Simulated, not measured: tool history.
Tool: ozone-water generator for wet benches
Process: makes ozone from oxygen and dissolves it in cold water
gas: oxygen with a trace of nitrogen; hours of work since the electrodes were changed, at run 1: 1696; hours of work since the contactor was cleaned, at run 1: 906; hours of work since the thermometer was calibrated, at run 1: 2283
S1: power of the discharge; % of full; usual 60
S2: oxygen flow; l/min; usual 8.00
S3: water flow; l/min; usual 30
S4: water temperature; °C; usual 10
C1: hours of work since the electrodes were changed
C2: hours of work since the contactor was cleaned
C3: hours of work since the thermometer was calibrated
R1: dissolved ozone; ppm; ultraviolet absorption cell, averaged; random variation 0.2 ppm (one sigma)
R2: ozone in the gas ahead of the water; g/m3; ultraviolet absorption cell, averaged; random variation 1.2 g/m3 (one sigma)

{"run": 1, "day": 0.0, "S1": 60, "S2": 8.0, "S3": 30, "S4": 10, "C1": 1696, "C2": 906, "C3": 2283, "R1": 27.5, "R2": 205.8}
{"run": 2, "day": 0.929, "S1": 75, "S2": 8.0, "S3": 30, "S4": 10, "C1": 1717, "C2": 926, "C3": 2304, "R1": 32.6, "R2": 244.0}
{"run": 3, "day": 2.758, "S1": 75, "S2": 8.0, "S3": 30, "S4": 10, "C1": 1758, "C2": 967, "C3": 2344, "R1": 32.3, "R2": 243.7}
{"run": 4, "day": 4.333, "S1": 60, "S2": 8.0, "S3": 30, "S4": 10, "C1": 1793, "C2": 1003, "C3": 2380, "R1": 27.4, "R2": 206.8}
{"run": 5, "day": 6.046, "S1": 60, "S2": 8.0, "S3": 30, "S4": 10, "C1": 1831, "C2": 1041, "C3": 2418, "R1": 27.7, "R2": 205.2}
{"run": 6, "day": 7.329, "S1": 60, "S2": 8.0, "S3": 30, "S4": 10, "C1": 1860, "C2": 1070, "C3": 2447, "R1": 27.9, "R2": 205.8}
{"run": 7, "day": 8.596, "S1": 60, "S2": 8.0, "S3": 30, "S4": 10, "C1": 1888, "C2": 1098, "C3": 2475, "R1": 27.9, "R2": 204.4}
{"run": 8, "day": 9.596, "S1": 51, "S2": 8.0, "S3": 30, "S4": 10, "C1": 1910, "C2": 1120, "C3": 2497, "R1": 24.3, "R2": 183.4}
{"run": 9, "day": 11.183, "S1": 60, "S2": 8.0, "S3": 30, "S4": 10, "C1": 1946, "C2": 1156, "C3": 2533, "R1": 27.4, "R2": 204.0}
{"run": 10, "day": 12.771, "S1": 60, "S2": 8.0, "S3": 30, "S4": 10, "C1": 1981, "C2": 1191, "C3": 2568, "R1": 27.5, "R2": 206.5}
{"run": 11, "day": 14.025, "S1": 60, "S2": 10.88, "S3": 30, "S4": 10, "C1": 2010, "C2": 1219, "C3": 2596, "R1": 26.8, "R2": 170.0}
{"run": 12, "day": 15.142, "S1": 60, "S2": 10.88, "S3": 30, "S4": 10, "C1": 2035, "C2": 1244, "C3": 2621, "R1": 26.8, "R2": 169.6}
{"day": 15.483, "done": "contactor cleaned"}
{"run": 13, "day": 16.888, "S1": 55, "S2": 8.0, "S3": 30, "S4": 10, "C1": 2070, "C2": 31, "C3": 2657, "R1": 25.3, "R2": 193.0}
{"run": 14, "day": 17.783, "S1": 55, "S2": 11.26, "S3": 30, "S4": 7, "C1": 2090, "C2": 52, "C3": 2677, "R1": 26.4, "R2": 153.6}
{"run": 15, "day": 19.267, "S1": 55, "S2": 11.26, "S3": 30, "S4": 7, "C1": 2123, "C2": 85, "C3": 2710, "R1": 26.1, "R2": 153.3}
{"run": 16, "day": 21.092, "S1": 82, "S2": 12.02, "S3": 29, "S4": 10, "C1": 2164, "C2": 126, "C3": 2751, "R1": 33.7, "R2": 196.9}
{"run": 17, "day": 22.129, "S1": 54, "S2": 7.74, "S3": 30, "S4": 11, "C1": 2187, "C2": 149, "C3": 2774, "R1": 24.6, "R2": 193.5}
{"day": 23.771, "done": "contactor cleaned, once more"}
{"run": 18, "day": 24.179, "S1": 54, "S2": 7.74, "S3": 30, "S4": 11, "C1": 2229, "C2": 9, "C3": 2816, "R1": 25.5, "R2": 190.2}
{"run": 19, "day": 24.979, "S1": 54, "S2": 9.43, "S3": 37, "S4": 11, "C1": 2247, "C2": 27, "C3": 2834, "R1": 21.6, "R2": 171.7}
{"run": 20, "day": 26.438, "S1": 72, "S2": 9.43, "S3": 37, "S4": 8, "C1": 2280, "C2": 60, "C3": 2867, "R1": 27.0, "R2": 208.3}
{"run": 21, "day": 27.646, "S1": 60, "S2": 8.0, "S3": 33, "S4": 10, "C1": 2307, "C2": 87, "C3": 2894, "R1": 25.2, "R2": 201.6}
{"run": 22, "day": 29.2, "S1": 60, "S2": 8.0, "S3": 33, "S4": 10, "C1": 2342, "C2": 121, "C3": 2928, "R1": 25.2, "R2": 201.0}
{"run": 23, "day": 31.104, "S1": 42, "S2": 8.66, "S3": 21, "S4": 10, "C1": 2384, "C2": 164, "C3": 2971, "R1": 26.5, "R2": 148.8}
{"run": 24, "day": 32.712, "S1": 42, "S2": 8.66, "S3": 21, "S4": 10, "C1": 2420, "C2": 200, "C3": 3007, "R1": 26.6, "R2": 148.0}

Forecast each of these 5 alternatives for the next run:
{"run": "A", "day": 33.562, "S1": 42, "S2": 12.84, "S3": 21, "S4": 10, "C1": 2439, "C2": 219, "C3": 3026, "R1": "?", "R2": "?"}
{"run": "B", "day": 33.562, "S1": 67, "S2": 8.0, "S3": 47, "S4": 10, "C1": 2439, "C2": 219, "C3": 3026, "R1": "?", "R2": "?"}
{"run": "C", "day": 33.562, "S1": 42, "S2": 8.78, "S3": 21, "S4": 12, "C1": 2439, "C2": 219, "C3": 3026, "R1": "?", "R2": "?"}
{"run": "D", "day": 33.562, "S1": 42, "S2": 8.66, "S3": 21, "S4": 5, "C1": 2439, "C2": 219, "C3": 3026, "R1": "?", "R2": "?"}
{"run": "E", "day": 33.562, "S1": 80, "S2": 8.0, "S3": 30, "S4": 10, "C1": 2439, "C2": 219, "C3": 3026, "R1": "?", "R2": "?"}

run=A R1=24.7 R2=115.3
run=B R1=20.9 R2=217.9
run=C R1=25.7 R2=147.5
run=D R1=28.2 R2=148.0
run=E R1=33.4 R2=247.0
Without the tool's hidden state the same runs would have given:
run=A R1=26.5 R2=122.9
run=B R1=23.1 R2=240.7
run=C R1=27.5 R2=157.3
run=D R1=30.2 R2=157.8
run=E R1=37.6 R2=276.7

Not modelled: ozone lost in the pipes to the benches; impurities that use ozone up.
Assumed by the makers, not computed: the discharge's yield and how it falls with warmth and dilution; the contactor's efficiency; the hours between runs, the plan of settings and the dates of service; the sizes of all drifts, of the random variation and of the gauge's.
